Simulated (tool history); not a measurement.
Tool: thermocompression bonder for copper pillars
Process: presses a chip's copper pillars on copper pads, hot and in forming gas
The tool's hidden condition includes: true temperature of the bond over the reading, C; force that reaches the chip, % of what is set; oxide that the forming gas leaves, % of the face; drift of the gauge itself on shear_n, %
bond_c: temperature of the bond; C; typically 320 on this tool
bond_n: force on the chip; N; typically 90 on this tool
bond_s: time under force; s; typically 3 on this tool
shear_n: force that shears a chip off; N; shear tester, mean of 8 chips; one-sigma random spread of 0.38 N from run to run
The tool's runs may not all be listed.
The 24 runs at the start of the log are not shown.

run,day,bond_c,bond_n,bond_s,hours of work since the heater was calibrated,hours of work since the force cell was calibrated,hours of work since the gas filter was changed,shear_n
25,47.338,314,84,3,901,516,114,84.4
# day 47.833: forming gas filter changed
26,48.712,307,90,3,919,534,12,82.4
27,49.871,320,55,3,934,549,27,71.5
28,52.217,344,94,2,965,580,57,98.4
29,53.600,344,94,2,983,598,76,98.1
30,56.050,295,73,9,1015,630,108,93.9
# day 56.862: forming gas filter changed
31,58.662,344,90,7,1049,664,24,128.5
# day 58.888: gauge calibrated
32,60.296,344,90,7,1071,686,45,130.8
33,61.412,302,55,7,1085,700,60,82.5
34,63.133,302,62,7,1108,723,82,87.7

Here are 5 independent what-if runs from the current tool condition. What would each one return?
A,64.508,327,102,2,1126,741,100,?
B,64.508,302,110,7,1126,741,100,?
C,64.508,298,60,3,1126,741,100,?
D,64.508,309,67,3,1126,741,100,?
E,64.508,302,127,7,1126,741,100,?

run,shear_n
A,90.8
B,111.5
C,61.8
D,73.2
E,117.0
The same runs, with their run-to-run variation unchanged, on a tool lacking any hidden condition would have given:
run,shear_n
A,90.9
B,111.7
C,61.8
D,73.2
E,117.2

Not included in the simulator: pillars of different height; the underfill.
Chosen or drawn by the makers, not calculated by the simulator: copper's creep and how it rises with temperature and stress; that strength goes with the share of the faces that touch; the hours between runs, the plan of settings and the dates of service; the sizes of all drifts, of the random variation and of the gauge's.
